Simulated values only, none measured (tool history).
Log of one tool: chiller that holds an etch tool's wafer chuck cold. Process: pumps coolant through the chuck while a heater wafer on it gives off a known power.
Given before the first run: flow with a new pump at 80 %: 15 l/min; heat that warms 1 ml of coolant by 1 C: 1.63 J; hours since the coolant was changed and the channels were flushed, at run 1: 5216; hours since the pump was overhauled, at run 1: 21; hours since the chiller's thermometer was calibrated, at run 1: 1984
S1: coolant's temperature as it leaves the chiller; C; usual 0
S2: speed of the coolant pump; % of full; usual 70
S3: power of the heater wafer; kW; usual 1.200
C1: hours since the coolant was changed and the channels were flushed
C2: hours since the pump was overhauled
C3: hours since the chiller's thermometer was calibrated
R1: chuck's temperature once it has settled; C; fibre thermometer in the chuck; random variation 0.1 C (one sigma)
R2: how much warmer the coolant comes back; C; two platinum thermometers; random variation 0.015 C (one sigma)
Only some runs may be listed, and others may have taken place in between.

run 1 day=0.000 | S1=0 S2=70 S3=1.200 | C1=5216 C2=21 C3=1984 | R1=10.5 R2=3.34
-- day=1.579 coolant changed, channels flushed
run 2 day=2.038 | S1=-9 S2=70 S3=1.200 | C1=11 C2=64 C3=2027 | R1=0.3 R2=3.34
run 3 day=4.754 | S1=-9 S2=70 S3=1.200 | C1=76 C2=129 C3=2093 | R1=0.1 R2=3.33
run 4 day=6.838 | S1=-9 S2=70 S3=1.200 | C1=126 C2=179 C3=2143 | R1=0.1 R2=3.37
run 5 day=9.354 | S1=0 S2=70 S3=1.200 | C1=187 C2=239 C3=2203 | R1=9.1 R2=3.36
run 6 day=12.221 | S1=0 S2=70 S3=1.200 | C1=255 C2=308 C3=2272 | R1=9.1 R2=3.35
run 7 day=15.146 | S1=0 S2=70 S3=0.866 | C1=326 C2=378 C3=2342 | R1=6.8 R2=2.39
run 8 day=16.596 | S1=0 S2=70 S3=0.866 | C1=360 C2=413 C3=2377 | R1=6.7 R2=2.43
run 9 day=18.938 | S1=0 S2=70 S3=1.200 | C1=417 C2=469 C3=2433 | R1=9.2 R2=3.35
run 10 day=21.142 | S1=0 S2=70 S3=1.200 | C1=470 C2=522 C3=2486 | R1=9.0 R2=3.36
run 11 day=23.525 | S1=0 S2=70 S3=1.200 | C1=527 C2=579 C3=2543 | R1=9.3 R2=3.34
run 12 day=25.558 | S1=0 S2=70 S3=1.200 | C1=575 C2=628 C3=2592 | R1=9.4 R2=3.38
run 13 day=28.304 | S1=0 S2=70 S3=1.200 | C1=641 C2=694 C3=2658 | R1=9.2 R2=3.35
run 14 day=30.425 | S1=0 S2=70 S3=1.200 | C1=692 C2=745 C3=2709 | R1=9.3 R2=3.36
-- day=30.854 coolant pump overhauled
run 15 day=32.225 | S1=-2 S2=70 S3=1.200 | C1=731 C2=33 C3=2747 | R1=7.3 R2=3.34
run 16 day=34.183 | S1=-2 S2=70 S3=1.559 | C1=778 C2=80 C3=2794 | R1=10.1 R2=4.37
run 17 day=36.462 | S1=-1 S2=69 S3=0.928 | C1=832 C2=135 C3=2849 | R1=6.5 R2=2.64
run 18 day=39.267 | S1=3 S2=72 S3=0.658 | C1=899 C2=202 C3=2916 | R1=8.1 R2=1.79
run 19 day=41.375 | S1=-4 S2=98 S3=1.200 | C1=950 C2=252 C3=2966 | R1=3.0 R2=2.34
run 20 day=42.750 | S1=-4 S2=98 S3=1.200 | C1=983 C2=285 C3=2999 | R1=3.1 R2=2.34
run 21 day=44.100 | S1=-4 S2=98 S3=1.200 | C1=1016 C2=318 C3=3032 | R1=3.1 R2=2.36
-- day=45.400 coolant pump overhauled, once more
run 22 day=47.138 | S1=8 S2=62 S3=1.739 | C1=1083 C2=42 C3=3100 | R1=23.2 R2=5.59
run 23 day=49.554 | S1=8 S2=62 S3=1.739 | C1=1141 C2=100 C3=3158 | R1=23.3 R2=5.59
run 24 day=51.283 | S1=-2 S2=61 S3=1.342 | C1=1183 C2=141 C3=3199 | R1=10.1 R2=4.41
run 25 day=53.846 | S1=4 S2=94 S3=1.200 | C1=1244 C2=203 C3=3261 | R1=11.4 R2=2.50
run 26 day=55.658 | S1=4 S2=100 S3=1.200 | C1=1288 C2=246 C3=3304 | R1=11.2 R2=2.35
run 27 day=58.125 | S1=4 S2=100 S3=1.200 | C1=1347 C2=305 C3=3363 | R1=11.1 R2=2.35
run 28 day=59.662 | S1=4 S2=100 S3=1.200 | C1=1384 C2=342 C3=3400 | R1=11.4 R2=2.34
run 29 day=61.042 | S1=4 S2=100 S3=1.200 | C1=1417 C2=375 C3=3433 | R1=11.3 R2=2.37
run 30 day=63.092 | S1=5 S2=70 S3=1.605 | C1=1466 C2=425 C3=3483 | R1=17.9 R2=4.58

What if the next run were any one of these 3? Each begins from the tool's condition after run 30:
run A day=64.583 | S1=5 S2=70 S3=1.214 | C1=1502 C2=460 C3=3518 | R1=? R2=?
run B day=64.583 | S1=9 S2=72 S3=0.784 | C1=1502 C2=460 C3=3518 | R1=? R2=?
run C day=64.583 | S1=-1 S2=70 S3=1.605 | C1=1502 C2=460 C3=3518 | R1=? R2=?

run=A R1=14.8 R2=3.46
run=B R1=15.5 R2=2.16
run=C R1=11.9 R2=4.59
Without the tool's hidden state the same runs would have given:
run=A R1=13.8 R2=3.43
run=B R1=14.7 R2=2.14
run=C R1=10.7 R2=4.55
